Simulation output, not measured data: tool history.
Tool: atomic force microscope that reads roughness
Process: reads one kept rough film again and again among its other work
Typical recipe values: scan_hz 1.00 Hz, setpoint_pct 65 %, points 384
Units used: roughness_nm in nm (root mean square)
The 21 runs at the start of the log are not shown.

| run | hour | scan_hz | setpoint_pct | points | pictures with this tip | hours of work since the height scale was calibrated | roughness_nm |
|---|---|---|---|---|---|---|---|
| 22 | 256.7 | 1.35 | 60 | 595 | 257 | 23 | 4.175 |
|  | 260.4 | new tip fitted |
| 23 | 270.7 | 1.35 | 60 | 595 | 10 | 29 | 4.690 |
| 24 | 279.9 | 1.35 | 60 | 595 | 20 | 34 | 4.626 |
| 25 | 288.1 | 0.67 | 60 | 620 | 28 | 38 | 4.717 |
|  | 296.1 | height scale calibrated on a step standard, once more |
| 26 | 299.2 | 1.97 | 73 | 431 | 39 | 2 | 4.244 |
| 27 | 310.2 | 0.86 | 67 | 431 | 51 | 7 | 4.527 |
| 28 | 322.1 | 0.86 | 67 | 596 | 63 | 13 | 4.497 |
| 29 | 330.5 | 1.80 | 60 | 384 | 72 | 17 | 4.439 |
| 30 | 340.1 | 1.00 | 70 | 852 | 82 | 22 | 4.404 |
| 31 | 352.6 | 1.31 | 57 | 852 | 95 | 29 | 4.511 |
| 32 | 362.1 | 1.31 | 57 | 852 | 105 | 33 | 4.506 |
| 33 | 374.4 | 1.00 | 82 | 384 | 118 | 40 | 4.148 |
| 34 | 386.9 | 1.00 | 65 | 926 | 131 | 46 | 4.388 |
| 35 | 397.5 | 2.37 | 65 | 384 | 142 | 51 | 4.159 |
| 36 | 412.7 | 1.76 | 62 | 691 | 157 | 59 | 4.250 |
| 37 | 422.4 | 1.00 | 64 | 291 | 168 | 64 | 4.283 |
| 38 | 435.6 | 1.00 | 64 | 291 | 181 | 70 | 4.228 |
| 39 | 444.8 | 1.23 | 65 | 663 | 191 | 75 | 4.247 |
| 40 | 453.8 | 1.22 | 74 | 568 | 200 | 80 | 4.094 |
| 41 | 460.9 | 1.22 | 72 | 270 | 208 | 83 | 4.046 |
| 42 | 469.8 | 1.46 | 65 | 703 | 217 | 88 | 4.153 |

3 ways to go on from here, each from the tool as it stands after run 42. What would each give?
| A | 482.2 | 2.33 | 70 | 261 | 230 | 94 | ? |
| B | 482.2 | 1.00 | 71 | 384 | 230 | 94 | ? |
| C | 482.2 | 1.62 | 77 | 1004 | 230 | 94 | ? |

| run | roughness_nm |
|---|---|
| A | 3.819 |
| B | 4.074 |
| C | 3.884 |
Take away the tool's hidden state, keep each run's random variation, and the runs would have read:
| run | roughness_nm |
|---|---|
| A | 4.284 |
| B | 4.570 |
| C | 4.357 |
